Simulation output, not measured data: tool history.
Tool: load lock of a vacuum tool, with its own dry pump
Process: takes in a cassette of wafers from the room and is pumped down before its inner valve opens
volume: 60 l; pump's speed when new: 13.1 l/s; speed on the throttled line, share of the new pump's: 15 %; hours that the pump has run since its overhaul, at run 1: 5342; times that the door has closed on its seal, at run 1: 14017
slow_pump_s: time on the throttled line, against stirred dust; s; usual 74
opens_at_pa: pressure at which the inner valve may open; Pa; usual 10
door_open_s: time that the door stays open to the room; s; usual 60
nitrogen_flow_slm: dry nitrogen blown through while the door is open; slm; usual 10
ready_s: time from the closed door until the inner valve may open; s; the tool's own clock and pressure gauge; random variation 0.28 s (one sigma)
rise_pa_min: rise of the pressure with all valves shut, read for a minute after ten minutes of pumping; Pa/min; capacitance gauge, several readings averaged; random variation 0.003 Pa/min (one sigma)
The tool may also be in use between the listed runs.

run    hour  slow_pump_s  opens_at_pa  door_open_s  nitrogen_flow_slm  hours that the pump has run since its overhaul  times that the door has closed on its seal  incoming humidity of the room's air, %  ready_s  rise_pa_min
  1       0           74           10           60                 10                                            5342                                       14017                                    45.5    107.6         0.09
  2    80.2           74           10           60                 30                                            5422                                       14310                                    39.5    107.7        0.086
  3   191.5           74           10           60                 21                                            5533                                       14717                                    43.9    107.6         0.09
  4   284.1           74           10           60                 10                                            5626                                       15055                                    45.3      107        0.099
  5   366.8           74           10           60                 10                                            5709                                       15357                                    43.8    107.2        0.105
  6   474.8           74           10           60                 10                                            5817                                       15752                                    44.1    107.1        0.107
  7     574           74           10           60                 10                                            5916                                       16114                                    47.2    107.5        0.111
  8   654.8           74           19           60                 10                                            5997                                       16409                                    43.9    103.9        0.112
  9   762.2           74           19           60                 10                                            6104                                       16801                                      42    104.7        0.111
 10   874.4           74           19           60                 10                                            6216                                       17211                                    45.5    104.1        0.115
 11   942.1           74           10           60                 10                                            6284                                       17459                                    47.6    107.8        0.121
 12   997.3           74           10          101                 10                                            6339                                       17660                                    46.2    106.5        0.121
 13  1086.3           38           10           60                 10                                            6428                                       17985                                      47     77.5        0.126
 14  1147.1           74           10           60                 10                                            6489                                       18207                                    45.9    107.5        0.123
 15    1245           74           10           60                 10                                            6587                                       18565                                    46.7      108        0.134
 16  1327.4          142           10           60                 10                                            6669                                       18866                                    44.9    164.8        0.128
 17  1387.4           41           11           41                 24                                            6729                                       19085                                    44.9     79.4        0.122
 18  1510.2          102           16           29                  4                                            6852                                       19534                                    48.4    128.5        0.134
 19  1578.3           74           10           38                 10                                            6920                                       19782                                    46.1    108.1        0.134
 20  1654.7          147            8          226                  5                                            6997                                       20062                                      47    170.4        0.176
 21    1725          147            8          181                  5                                            7067                                       20318                                      45    170.6        0.164
 22  1801.2          147            8          159                 18                                            7143                                       20597                                    47.4    170.7        0.152
 23  1874.5          147            8          159                 18                                            7216                                       20864                                    46.4    170.2        0.158
 24  1939.9           45           10          140                 13                                            7282                                       21103                                    45.2     83.7        0.163
 25  2027.5           45           10          140                 13                                            7369                                       21423                                    40.7     83.2        0.171
 26  2151.2           74           17           60                 16                                            7493                                       21875                                    44.3    105.3        0.149
 27  2261.4           74           17           60                 16                                            7603                                       22277                                    41.3    105.2        0.156
 28    2322           58            9           69                 14                                            7664                                       22499                                    43.3     95.2         0.16
 29  2426.2           58            9           69                 14                                            7768                                       22879                                    45.4     94.9        0.166

4 ways to go on from here, each from the tool as it stands after run 29. What would each give?
  A  2535.7           90           10          164                 10                                            7877                                       23279                                    47.9        ?            ?
  B  2535.7           74           14           32                 17                                            7877                                       23279                                    45.7        ?            ?
  C  2535.7          134           16           39                 10                                            7877                                       23279                                    43.1        ?            ?
  D  2535.7           77           10           60                 17                                            7877                                       23279                                    45.6        ?            ?

run  ready_s  rise_pa_min
  A    121.3        0.187
  B    106.5        0.164
  C    156.1        0.164
  D    110.9         0.17
Without the tool's hidden state the same runs would have given:
run  ready_s  rise_pa_min
  A    119.1        0.039
  B    104.2        0.015
  C    154.5        0.016
  D    108.5        0.023
